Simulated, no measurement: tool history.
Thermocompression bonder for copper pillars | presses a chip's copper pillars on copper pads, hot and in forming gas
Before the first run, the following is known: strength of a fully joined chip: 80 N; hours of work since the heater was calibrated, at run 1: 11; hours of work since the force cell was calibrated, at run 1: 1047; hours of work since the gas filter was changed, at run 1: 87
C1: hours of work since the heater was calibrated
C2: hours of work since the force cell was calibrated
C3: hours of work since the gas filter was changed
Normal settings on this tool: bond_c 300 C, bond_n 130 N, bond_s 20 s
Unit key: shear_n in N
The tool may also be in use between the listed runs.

run 1 hour=0 | bond_c=300 bond_n=130 bond_s=20 | C1=11 C2=1047 C3=87 | shear_n=52.6
run 2 hour=21 | bond_c=300 bond_n=129 bond_s=20 | C1=26 C2=1061 C3=101 | shear_n=53.6
run 3 hour=58.2 | bond_c=300 bond_n=130 bond_s=20 | C1=51 C2=1087 C3=127 | shear_n=53.1
run 4 hour=79.6 | bond_c=300 bond_n=130 bond_s=20 | C1=66 C2=1102 C3=141 | shear_n=53.4
run 5 hour=104.4 | bond_c=300 bond_n=130 bond_s=20 | C1=83 C2=1119 C3=159 | shear_n=53.6
run 6 hour=121.7 | bond_c=311 bond_n=102 bond_s=50 | C1=95 C2=1131 C3=171 | shear_n=66.4
-- hour=125.3 heater calibrated with a thermocouple chip
run 7 hour=148.2 | bond_c=300 bond_n=130 bond_s=12 | C1=16 C2=1148 C3=187 | shear_n=47
run 8 hour=170.9 | bond_c=317 bond_n=91 bond_s=14 | C1=31 C2=1164 C3=203 | shear_n=48.6
-- hour=181.4 heater calibrated with a thermocouple chip, once more
run 9 hour=198.9 | bond_c=317 bond_n=91 bond_s=14 | C1=12 C2=1181 C3=221 | shear_n=48.8
run 10 hour=218.6 | bond_c=271 bond_n=99 bond_s=20 | C1=26 C2=1195 C3=235 | shear_n=34

Branching from run 10: 5 alternative next runs. What would each branch give?
run A hour=256.7 | bond_c=291 bond_n=135 bond_s=52 | C1=52 C2=1221 C3=261 | shear_n=?
run B hour=256.7 | bond_c=300 bond_n=101 bond_s=29 | C1=52 C2=1221 C3=261 | shear_n=?
run C hour=256.7 | bond_c=302 bond_n=142 bond_s=20 | C1=52 C2=1221 C3=261 | shear_n=?
run D hour=256.7 | bond_c=293 bond_n=86 bond_s=20 | C1=52 C2=1221 C3=261 | shear_n=?
run E hour=256.7 | bond_c=328 bond_n=111 bond_s=20 | C1=52 C2=1221 C3=261 | shear_n=?

run=A shear_n=63.6
run=B shear_n=53.3
run=C shear_n=55.6
run=D shear_n=41.9
run=E shear_n=63
Stripped of hidden state, with their random variation kept, the same runs would have yielded:
run=A shear_n=64.1
run=B shear_n=53.4
run=C shear_n=55.8
run=D shear_n=41.7
run=E shear_n=63.5
